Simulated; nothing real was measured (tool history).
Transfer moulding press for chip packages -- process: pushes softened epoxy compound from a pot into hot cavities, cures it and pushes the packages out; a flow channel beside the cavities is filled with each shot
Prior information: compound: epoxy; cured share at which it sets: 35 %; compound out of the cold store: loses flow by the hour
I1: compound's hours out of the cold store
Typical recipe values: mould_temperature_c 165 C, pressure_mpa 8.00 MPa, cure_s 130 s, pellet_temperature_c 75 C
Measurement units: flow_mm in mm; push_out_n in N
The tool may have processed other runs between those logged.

Run 1, hour 0.0: usual settings; I1 9.9. Result: flow_mm 582 mm, push_out_n 384 N.
At hour 34.1: cavities cleaned with cleaning compound and waxed.
Run 2, hour 35.0: usual settings; I1 47.8. Result: flow_mm 487 mm, push_out_n 385 N.
At hour 70.6: plunger's sealing rings changed.
Run 3, hour 76.2: usual settings; I1 28.3. Result: flow_mm 535 mm, push_out_n 381 N.
At hour 95.3: cavities cleaned with cleaning compound and waxed.
Run 4, hour 101.3: usual settings; I1 30.1. Result: flow_mm 532 mm, push_out_n 368 N.
Run 5, hour 124.4: usual settings but cure_s 115 s; I1 29.9. Result: flow_mm 537 mm, push_out_n 464 N.
Run 6, hour 145.5: usual settings but cure_s 115 s; I1 26.0. Result: flow_mm 548 mm, push_out_n 423 N.
At hour 151.2: mould's thermocouples calibrated.
At hour 155.6: cavities cleaned with cleaning compound and waxed.
Run 7, hour 174.4: usual settings but cure_s 115 s; I1 18.2. Result: flow_mm 562 mm, push_out_n 447 N.
Run 8, hour 191.9: usual settings but cure_s 133 s; I1 25.5. Result: flow_mm 544 mm, push_out_n 373 N.
At hour 215.3: cavities cleaned with cleaning compound and waxed.
Run 9, hour 220.3: usual settings but cure_s 120 s; I1 38.9. Result: flow_mm 510 mm, push_out_n 400 N.
Run 10, hour 254.1: usual settings; I1 22.6. Result: flow_mm 552 mm, push_out_n 394 N.
At hour 273.6: cavities cleaned with cleaning compound and waxed.
Run 11, hour 293.9: usual settings; I1 36.6. Result: flow_mm 519 mm, push_out_n 380 N.
Run 12, hour 315.2: usual settings; I1 16.8. Result: flow_mm 569 mm, push_out_n 387 N.
At hour 332.1: cavities cleaned with cleaning compound and waxed.
Run 13, hour 344.4: usual settings; I1 25.5. Result: flow_mm 544 mm, push_out_n 378 N.
Run 14, hour 383.3: usual settings; I1 37.3. Result: flow_mm 518 mm, push_out_n 376 N.
At hour 390.4: cavities cleaned with cleaning compound and waxed.
Run 15, hour 404.3: usual settings but pressure_mpa 9.71 MPa; I1 22.3. Result: flow_mm 609 mm, push_out_n 384 N.
Run 16, hour 436.6: usual settings but pressure_mpa 9.71 MPa; I1 8.5. Result: flow_mm 644 mm, push_out_n 386 N.
At hour 448.2: cavities cleaned with cleaning compound and waxed.
Run 17, hour 464.9: usual settings but mould_temperature_c 171 C, pellet_temperature_c 66 C; I1 28.2. Result: flow_mm 522 mm, push_out_n 344 N.
Run 18, hour 494.3: usual settings but pressure_mpa 9.33 MPa, pellet_temperature_c 77 C; I1 40.5. Result: flow_mm 545 mm, push_out_n 359 N.
At hour 505.8: cavities cleaned with cleaning compound and waxed.
Run 19, hour 534.8: usual settings but pressure_mpa 9.33 MPa, pellet_temperature_c 77 C; I1 45.6. Result: flow_mm 538 mm, push_out_n 366 N.
Run 20, hour 559.2: usual settings but pressure_mpa 6.27 MPa, pellet_temperature_c 70 C; I1 15.4. Result: flow_mm 507 mm, push_out_n 385 N.
At hour 564.2: cavities cleaned with cleaning compound and waxed.
Run 21, hour 597.9: usual settings but pressure_mpa 7.15 MPa, pellet_temperature_c 83 C; I1 31.1. Result: flow_mm 501 mm, push_out_n 373 N.
At hour 614.2: plunger's sealing rings changed.
Run 22, hour 622.1: usual settings but pressure_mpa 7.15 MPa, pellet_temperature_c 83 C; I1 42.4. Result: flow_mm 478 mm, push_out_n 362 N.
At hour 626.3: cavities cleaned with cleaning compound and waxed.
Run 23, hour 654.9: usual settings but pressure_mpa 7.15 MPa, pellet_temperature_c 83 C; I1 30.5. Result: flow_mm 505 mm, push_out_n 378 N.
At hour 686.0: cavities cleaned with cleaning compound and waxed.
Run 24, hour 694.5: usual settings but pressure_mpa 7.15 MPa, pellet_temperature_c 83 C; I1 42.1. Result: flow_mm 476 mm, push_out_n 360 N.
Run 25, hour 712.0: usual settings but pressure_mpa 8.46 MPa, pellet_temperature_c 83 C; I1 16.3. Result: flow_mm 578 mm, push_out_n 385 N.
At hour 730.6: mould's thermocouples calibrated.
Run 26, hour 733.3: usual settings but pressure_mpa 8.46 MPa, pellet_temperature_c 83 C; I1 10.1. Result: flow_mm 595 mm, push_out_n 388 N.
At hour 746.2: cavities cleaned with cleaning compound and waxed.
Run 27, hour 766.5: usual settings but pressure_mpa 6.60 MPa, cure_s 158 s; I1 29.3. Result: flow_mm 489 mm, push_out_n 335 N.
Run 28, hour 783.5: usual settings but pressure_mpa 6.60 MPa, cure_s 158 s; I1 18.9. Result: flow_mm 509 mm, push_out_n 330 N.
At hour 806.0: cavities cleaned with cleaning compound and waxed.
Run 29, hour 810.2: usual settings but pressure_mpa 6.60 MPa, cure_s 158 s; I1 28.3. Result: flow_mm 486 mm, push_out_n 324 N.

Below are 3 alternative next runs, each starting from the tool's condition after run 29. Predict each:
Run A, hour 849.3: usual settings but mould_temperature_c 158 C, pressure_mpa 9.36 MPa, pellet_temperature_c 76 C; I1 23.5. Result: flow_mm ?, push_out_n ?.
Run B, hour 849.3: usual settings but mould_temperature_c 168 C, pressure_mpa 6.91 MPa, pellet_temperature_c 78 C; I1 44.7. Result: flow_mm ?, push_out_n ?.
Run C, hour 849.3: usual settings but mould_temperature_c 158 C, pressure_mpa 9.04 MPa, cure_s 169 s; I1 11.1. Result: flow_mm ?, push_out_n ?.

run  flow_mm  push_out_n
  A      615         599
  B      457         342
  C      643         388
The same runs, with their run-to-run variation unchanged, on a tool lacking any hidden condition would have given:
run  flow_mm  push_out_n
  A      615         593
  B      457         339
  C      643         384
